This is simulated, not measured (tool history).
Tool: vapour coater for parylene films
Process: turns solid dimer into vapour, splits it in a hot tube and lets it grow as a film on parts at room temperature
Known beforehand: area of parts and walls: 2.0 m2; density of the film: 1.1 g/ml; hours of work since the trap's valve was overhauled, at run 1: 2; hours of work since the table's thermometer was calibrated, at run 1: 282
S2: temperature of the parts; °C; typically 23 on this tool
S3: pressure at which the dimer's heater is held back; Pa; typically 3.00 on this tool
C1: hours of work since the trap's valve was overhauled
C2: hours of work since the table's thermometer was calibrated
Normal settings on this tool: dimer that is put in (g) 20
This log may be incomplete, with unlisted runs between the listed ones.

{"run": 1, "hour": 0.0, "dimer that is put in (g)": 20, "S2": 23, "S3": 3.0, "C1": 2, "C2": 282, "thickness of the film (µm)": 6.21}
{"run": 2, "hour": 33.9, "dimer that is put in (g)": 20, "S2": 23, "S3": 3.0, "C1": 17, "C2": 297, "thickness of the film (µm)": 6.17}
{"run": 3, "hour": 72.2, "dimer that is put in (g)": 20, "S2": 23, "S3": 3.0, "C1": 34, "C2": 314, "thickness of the film (µm)": 6.1}
{"run": 4, "hour": 106.3, "dimer that is put in (g)": 20, "S2": 23, "S3": 3.0, "C1": 50, "C2": 329, "thickness of the film (µm)": 6.07}
{"run": 5, "hour": 122.7, "dimer that is put in (g)": 20, "S2": 23, "S3": 3.0, "C1": 57, "C2": 336, "thickness of the film (µm)": 6.01}
{"hour": 128.6, "done": "trap's valve overhauled"}
{"run": 6, "hour": 145.6, "dimer that is put in (g)": 20, "S2": 23, "S3": 3.0, "C1": 8, "C2": 345, "thickness of the film (µm)": 6.01}
{"run": 7, "hour": 167.8, "dimer that is put in (g)": 20, "S2": 23, "S3": 3.0, "C1": 17, "C2": 354, "thickness of the film (µm)": 5.91}
{"run": 8, "hour": 186.9, "dimer that is put in (g)": 13, "S2": 23, "S3": 10.71, "C1": 26, "C2": 363, "thickness of the film (µm)": 2.96}
{"run": 9, "hour": 204.5, "dimer that is put in (g)": 13, "S2": 23, "S3": 10.71, "C1": 34, "C2": 371, "thickness of the film (µm)": 3.01}
{"run": 10, "hour": 240.0, "dimer that is put in (g)": 27, "S2": 20, "S3": 6.14, "C1": 50, "C2": 387, "thickness of the film (µm)": 7.93}
{"run": 11, "hour": 270.9, "dimer that is put in (g)": 35, "S2": 18, "S3": 3.86, "C1": 63, "C2": 400, "thickness of the film (µm)": 12.17}
{"hour": 295.4, "done": "trap's valve overhauled, once more"}
{"run": 12, "hour": 299.1, "dimer that is put in (g)": 35, "S2": 18, "S3": 3.86, "C1": 2, "C2": 411, "thickness of the film (µm)": 12.98}

What will run 13 give?
{"run": 13, "hour": 336.0, "dimer that is put in (g)": 21, "S2": 28, "S3": 2.62, "C1": 18, "C2": 428, "thickness of the film (µm)": "?"}

{"run 13": {"thickness of the film (µm)": 5.15}}
Minus the tool's unlogged condition, the same run would have read thickness of the film (µm) 5.27.
